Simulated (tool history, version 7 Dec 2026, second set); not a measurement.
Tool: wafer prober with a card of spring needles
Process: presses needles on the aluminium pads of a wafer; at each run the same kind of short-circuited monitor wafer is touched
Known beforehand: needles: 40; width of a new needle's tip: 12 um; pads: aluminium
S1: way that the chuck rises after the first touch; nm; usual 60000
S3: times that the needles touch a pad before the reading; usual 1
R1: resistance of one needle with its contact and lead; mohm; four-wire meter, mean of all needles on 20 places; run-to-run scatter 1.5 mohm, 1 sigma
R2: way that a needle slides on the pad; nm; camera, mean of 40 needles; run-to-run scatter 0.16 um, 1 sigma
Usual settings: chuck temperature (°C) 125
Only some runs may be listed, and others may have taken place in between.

run 1 day=0.000 | S1=60000 chuck_temperature_(°C)=125 S3=1 | R1=200 R2=15420
-- day=0.329 tips cleaned on abrasive film
-- day=0.875 tips cleaned on abrasive film
-- day=1.421 tips cleaned on abrasive film
run 2 day=1.750 | S1=60000 chuck_temperature_(°C)=125 S3=1 | R1=231 R2=15170
-- day=1.858 tips cleaned on abrasive film
-- day=2.296 tips cleaned on abrasive film
-- day=2.842 tips cleaned on abrasive film
-- day=3.388 tips cleaned on abrasive film
-- day=3.825 tips cleaned on abrasive film
run 3 day=4.021 | S1=60000 chuck_temperature_(°C)=125 S3=1 | R1=202 R2=15030
-- day=4.350 tips cleaned on abrasive film
-- day=4.896 tips cleaned on abrasive film
-- day=5.442 tips cleaned on abrasive film
-- day=5.879 tips cleaned on abrasive film
run 4 day=6.071 | S1=60000 chuck_temperature_(°C)=125 S3=1 | R1=211 R2=14760
-- day=6.400 tips cleaned on abrasive film
-- day=6.946 tips cleaned on abrasive film
-- day=7.383 tips cleaned on abrasive film
-- day=7.929 tips cleaned on abrasive film
run 5 day=7.958 | S1=41000 chuck_temperature_(°C)=125 S3=1 | R1=197 R2=9960
-- day=8.079 height of the first contact set anew
-- day=8.408 tips cleaned on abrasive film
-- day=8.954 tips cleaned on abrasive film
-- day=9.500 tips cleaned on abrasive film
-- day=10.046 tips cleaned on abrasive film
run 6 day=10.475 | S1=41000 chuck_temperature_(°C)=125 S3=1 | R1=360 R2=9860
-- day=10.588 tips cleaned on abrasive film
-- day=11.025 tips cleaned on abrasive film
-- day=11.571 tips cleaned on abrasive film
-- day=12.117 tips cleaned on abrasive film
-- day=12.662 tips cleaned on abrasive film
run 7 day=12.808 | S1=41000 chuck_temperature_(°C)=125 S3=1 | R1=281 R2=9380
-- day=13.138 tips cleaned on abrasive film
-- day=13.683 tips cleaned on abrasive film
-- day=14.229 tips cleaned on abrasive film
-- day=14.775 tips cleaned on abrasive film
-- day=15.321 tips cleaned on abrasive film
-- day=15.442 height of the first contact set anew, once more
-- day=15.792 tips cleaned on abrasive film
run 8 day=15.792 | S1=41000 chuck_temperature_(°C)=125 S3=1 | R1=185 R2=10140
-- day=16.229 tips cleaned on abrasive film
-- day=16.775 tips cleaned on abrasive film
run 9 day=17.183 | S1=41000 chuck_temperature_(°C)=125 S3=1 | R1=345 R2=10390
-- day=17.296 tips cleaned on abrasive film
-- day=17.842 tips cleaned on abrasive film
-- day=18.388 tips cleaned on abrasive film
run 10 day=18.558 | S1=41000 chuck_temperature_(°C)=107 S3=2 | R1=234 R2=10360
-- day=18.888 tips cleaned on abrasive film
-- day=19.433 tips cleaned on abrasive film
-- day=19.900 tips cleaned on abrasive film
run 11 day=19.900 | S1=41000 chuck_temperature_(°C)=107 S3=2 | R1=170 R2=10400
-- day=20.338 tips cleaned on abrasive film
-- day=20.775 tips cleaned on abrasive film
-- day=21.212 tips cleaned on abrasive film
-- day=21.679 tips cleaned on abrasive film
run 12 day=21.679 | S1=41000 chuck_temperature_(°C)=26 S3=1 | R1=162 R2=10160
-- day=22.117 tips cleaned on abrasive film
-- day=22.662 tips cleaned on abrasive film
-- day=23.100 tips cleaned on abrasive film
-- day=23.646 tips cleaned on abrasive film
run 13 day=23.775 | S1=41000 chuck_temperature_(°C)=26 S3=1 | R1=265 R2=10120
-- day=24.104 tips cleaned on abrasive film
-- day=24.650 tips cleaned on abrasive film
-- day=25.196 tips cleaned on abrasive film
-- day=25.675 tips cleaned on abrasive film
run 14 day=25.675 | S1=41000 chuck_temperature_(°C)=26 S3=1 | R1=167 R2=9940
-- day=26.112 tips cleaned on abrasive film
-- day=26.550 tips cleaned on abrasive film
-- day=27.096 tips cleaned on abrasive film
-- day=27.533 tips cleaned on abrasive film
run 15 day=27.558 | S1=41000 chuck_temperature_(°C)=26 S3=3 | R1=157 R2=9550

Here are 5 independent what-if runs from the current tool condition. What would each one return?
-- day=27.996 tips cleaned on abrasive film
-- day=28.542 tips cleaned on abrasive film
-- day=29.088 tips cleaned on abrasive film
run A day=29.329 | S1=59000 chuck_temperature_(°C)=42 S3=3 | R1=? R2=?
-- day=27.996 tips cleaned on abrasive film
-- day=28.542 tips cleaned on abrasive film
-- day=29.088 tips cleaned on abrasive film
run B day=29.329 | S1=43000 chuck_temperature_(°C)=125 S3=2 | R1=? R2=?
-- day=27.996 tips cleaned on abrasive film
-- day=28.542 tips cleaned on abrasive film
-- day=29.088 tips cleaned on abrasive film
run C day=29.329 | S1=42000 chuck_temperature_(°C)=37 S3=1 | R1=? R2=?
-- day=27.996 tips cleaned on abrasive film
-- day=28.542 tips cleaned on abrasive film
-- day=29.088 tips cleaned on abrasive film
run D day=29.329 | S1=60000 chuck_temperature_(°C)=82 S3=2 | R1=? R2=?
-- day=27.996 tips cleaned on abrasive film
-- day=28.542 tips cleaned on abrasive film
-- day=29.088 tips cleaned on abrasive film
run E day=29.329 | S1=60000 chuck_temperature_(°C)=125 S3=1 | R1=? R2=?

run=A R1=175 R2=14320
run=B R1=258 R2=10240
run=C R1=346 R2=10050
run=D R1=202 R2=14520
run=E R1=239 R2=14620
Without the tool's unlogged condition, the same runs would have read:
run=A R1=131 R2=14950
run=B R1=149 R2=10860
run=C R1=139 R2=10680
run=D R1=139 R2=15140
run=E R1=145 R2=15250
